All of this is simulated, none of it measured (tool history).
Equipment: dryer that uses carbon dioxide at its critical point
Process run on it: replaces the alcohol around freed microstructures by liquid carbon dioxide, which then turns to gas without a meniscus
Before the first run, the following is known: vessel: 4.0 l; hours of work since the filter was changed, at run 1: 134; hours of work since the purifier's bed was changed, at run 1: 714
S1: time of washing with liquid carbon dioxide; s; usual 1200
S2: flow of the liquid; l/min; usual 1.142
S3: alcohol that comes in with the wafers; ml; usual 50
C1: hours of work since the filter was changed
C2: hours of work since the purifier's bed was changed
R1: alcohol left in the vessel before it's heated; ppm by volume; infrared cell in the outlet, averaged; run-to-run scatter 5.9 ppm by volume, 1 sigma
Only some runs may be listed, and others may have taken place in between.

run	hour	S1	S2	S3	C1	C2	R1
1	0	1200	1.142	50	134	714	409
2	15.4	1200	1.142	50	143	723	414
3	37.2	1200	1.142	50	157	737	414
4	67.1	1020	1.142	50	176	756	632
5	92	1200	1.142	50	192	772	442
6	119.4	1200	1.142	50	209	790	453
7	145	1200	1.142	29	226	806	349
8	168.3	1200	1.142	29	241	821	345
9	188.5	1200	1.142	50	253	833	464
10	217.6	1200	1.142	50	272	852	498
11	240.8	1200	1.142	50	287	867	486
12	256.4	1200	1.142	50	297	877	505
13	273.4	1320	1.142	50	307	887	408
14	298.6	1320	1.142	50	323	903	416
15	335.4	1320	1.142	50	347	927	426
16	366.4	1320	1.142	50	366	947	436
17	399.8	1800	1.142	50	388	968	269
18	426.3	1800	1.142	50	405	985	288
19	458.1	1200	0.98	50	425	1005	784
20	481.3	1200	0.98	50	440	1020	799
21	503.4	1200	1.142	50	454	1034	583
22	528.9	1200	1.142	50	470	1050	599
23	552.6	1200	1.142	50	485	1065	603
24	580.5	1200	1.142	41	503	1083	556
25	602	1200	1.142	41	516	1096	558
26	629.6	1560	1.6	38	534	1114	268
# hour 635.5: purifier's bed changed
27	653	1560	1.6	38	547	11	20
# hour 675.8: inlet filter changed
28	681.4	1560	1.6	38	4	29	25
29	698.1	1560	1.6	51	14	39	27
30	722.8	780	0.99	26	30	55	658
31	747.6	720	1.27	88	46	71	1511
32	770.2	720	1.92	109	60	85	499
33	799.2	780	0.85	81	78	103	2920
34	833.1	1800	1.45	60	100	125	48
35	848.6	1800	1.45	60	110	135	41
36	870.5	1800	1.45	60	124	149	49
37	903.2	1800	1.45	60	145	170	55
38	918.6	1800	1.45	60	154	179	60
39	952.5	1200	0.82	25	176	201	429
40	985.8	1440	0.77	36	197	222	437
41	1006.7	900	1.142	32	210	235	500
42	1042.3	900	1.142	32	233	258	510
43	1072	780	0.7	50	252	277	2759
44	1094	1560	1.09	36	266	291	148
45	1130.3	1260	1.68	42	289	314	107
46	1157.4	780	1.27	42	306	331	798
47	1189.2	780	1.27	42	326	351	807

Below are 3 alternative next runs, each starting from the tool's condition after run 47. Predict each:
A	1208.3	1260	0.99	107	339	364	?
B	1208.3	1380	1.03	21	339	364	?
C	1208.3	1500	0.77	42	339	364	?

run	R1
A	1006
B	202
C	551
What these runs would have given with no unlogged condition in the tool:
run	R1
A	639
B	85
C	333
